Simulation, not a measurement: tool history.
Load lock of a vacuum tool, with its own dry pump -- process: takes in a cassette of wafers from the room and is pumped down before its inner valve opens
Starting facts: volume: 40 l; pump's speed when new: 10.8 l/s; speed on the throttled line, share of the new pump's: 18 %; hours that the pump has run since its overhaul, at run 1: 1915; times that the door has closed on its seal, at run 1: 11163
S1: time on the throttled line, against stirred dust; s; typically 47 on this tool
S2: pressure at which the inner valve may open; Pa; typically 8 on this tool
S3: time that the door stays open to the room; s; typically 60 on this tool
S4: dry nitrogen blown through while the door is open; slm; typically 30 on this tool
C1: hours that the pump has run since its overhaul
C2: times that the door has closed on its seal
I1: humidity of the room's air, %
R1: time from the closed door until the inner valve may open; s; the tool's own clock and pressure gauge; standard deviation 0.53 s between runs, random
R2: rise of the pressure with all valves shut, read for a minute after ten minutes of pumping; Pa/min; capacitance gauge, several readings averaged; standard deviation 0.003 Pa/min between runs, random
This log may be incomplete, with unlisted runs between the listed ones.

| run | hour | S1 | S2 | S3 | S4 | C1 | C2 | I1 | R1 | R2 |
|---|---|---|---|---|---|---|---|---|---|---|
| 1 | 0.0 | 47 | 8 | 60 | 30 | 1915 | 11163 | 45.6 | 75.2 | 0.045 |
| 2 | 144.9 | 47 | 8 | 60 | 30 | 2060 | 11796 | 47.4 | 75.0 | 0.044 |
| 3 | 301.9 | 47 | 8 | 60 | 30 | 2217 | 12482 | 45.0 | 74.6 | 0.042 |
| 4 | 439.0 | 47 | 8 | 60 | 30 | 2354 | 13081 | 43.7 | 75.0 | 0.045 |
| 5 | 619.7 | 47 | 8 | 60 | 30 | 2535 | 13870 | 45.2 | 75.2 | 0.049 |
| 6 | 710.5 | 47 | 8 | 60 | 30 | 2625 | 14266 | 46.5 | 74.8 | 0.048 |
| 7 | 903.4 | 40 | 8 | 60 | 30 | 2818 | 15109 | 46.7 | 69.5 | 0.052 |
| 8 | 1087.5 | 36 | 8 | 60 | 30 | 3002 | 15913 | 43.5 | 65.5 | 0.055 |
| 9 | 1286.6 | 36 | 8 | 60 | 30 | 3201 | 16782 | 47.5 | 66.8 | 0.057 |
| 10 | 1461.5 | 36 | 8 | 60 | 30 | 3376 | 17546 | 44.3 | 65.7 | 0.053 |
| 11 | 1586.0 | 36 | 8 | 60 | 30 | 3501 | 18090 | 42.8 | 67.0 | 0.059 |
| 12 | 1673.5 | 36 | 8 | 60 | 30 | 3588 | 18472 | 44.8 | 66.9 | 0.058 |
| 13 | 1858.6 | 47 | 7 | 60 | 30 | 3773 | 19281 | 46.5 | 76.3 | 0.064 |
| 14 | 1952.0 | 47 | 7 | 165 | 30 | 3867 | 19689 | 46.1 | 76.1 | 0.079 |
| 15 | 2132.1 | 47 | 8 | 60 | 30 | 4047 | 20475 | 45.2 | 75.7 | 0.062 |
| 16 | 2296.2 | 55 | 9 | 26 | 7 | 4211 | 21192 | 46.1 | 81.6 | 0.072 |
| 17 | 2445.0 | 34 | 8 | 60 | 40 | 4360 | 21842 | 46.8 | 66.2 | 0.067 |
| 18 | 2581.4 | 34 | 11 | 74 | 40 | 4496 | 22437 | 44.1 | 62.8 | 0.073 |
| 19 | 2672.3 | 36 | 7 | 143 | 44 | 4587 | 22834 | 47.2 | 67.4 | 0.077 |
| 20 | 2821.3 | 36 | 7 | 143 | 44 | 4736 | 23485 | 45.7 | 68.4 | 0.079 |
| 21 | 2999.3 | 36 | 10 | 133 | 44 | 4914 | 24262 | 41.1 | 66.5 | 0.078 |
| 22 | 3171.7 | 36 | 10 | 133 | 44 | 5087 | 25015 | 45.0 | 67.3 | 0.080 |
| 23 | 3297.6 | 36 | 10 | 190 | 21 | 5212 | 25565 | 42.3 | 66.4 | 0.102 |
| 24 | 3474.9 | 36 | 10 | 190 | 21 | 5390 | 26339 | 43.5 | 67.1 | 0.101 |
| 25 | 3565.0 | 47 | 8 | 37 | 30 | 5480 | 26733 | 44.9 | 76.7 | 0.084 |
| 26 | 3759.5 | 47 | 8 | 37 | 30 | 5674 | 27583 | 43.4 | 77.3 | 0.086 |
| 27 | 3879.2 | 47 | 8 | 26 | 5 | 5794 | 28105 | 43.5 | 77.3 | 0.090 |
| 28 | 4023.4 | 89 | 13 | 39 | 30 | 5938 | 28735 | 45.5 | 109.2 | 0.083 |
| 29 | 4187.7 | 47 | 8 | 137 | 10 | 6103 | 29453 | 44.7 | 76.5 | 0.121 |

Branching from run 29: 4 alternative next runs. What would each branch give?
| A | 4273.4 | 47 | 7 | 137 | 12 | 6188 | 29827 | 45.0 | ? | ? |
| B | 4273.4 | 79 | 8 | 60 | 30 | 6188 | 29827 | 40.8 | ? | ? |
| C | 4273.4 | 78 | 8 | 152 | 4 | 6188 | 29827 | 45.2 | ? | ? |
| D | 4273.4 | 30 | 7 | 137 | 12 | 6188 | 29827 | 45.6 | ? | ? |

| run | R1 | R2 |
|---|---|---|
| A | 77.7 | 0.122 |
| B | 102.3 | 0.093 |
| C | 101.1 | 0.132 |
| D | 65.5 | 0.123 |
Without the tool's unlogged condition, the same runs would have read:
| run | R1 | R2 |
|---|---|---|
| A | 73.8 | 0.049 |
| B | 99.2 | 0.021 |
| C | 98.0 | 0.058 |
| D | 60.9 | 0.048 |
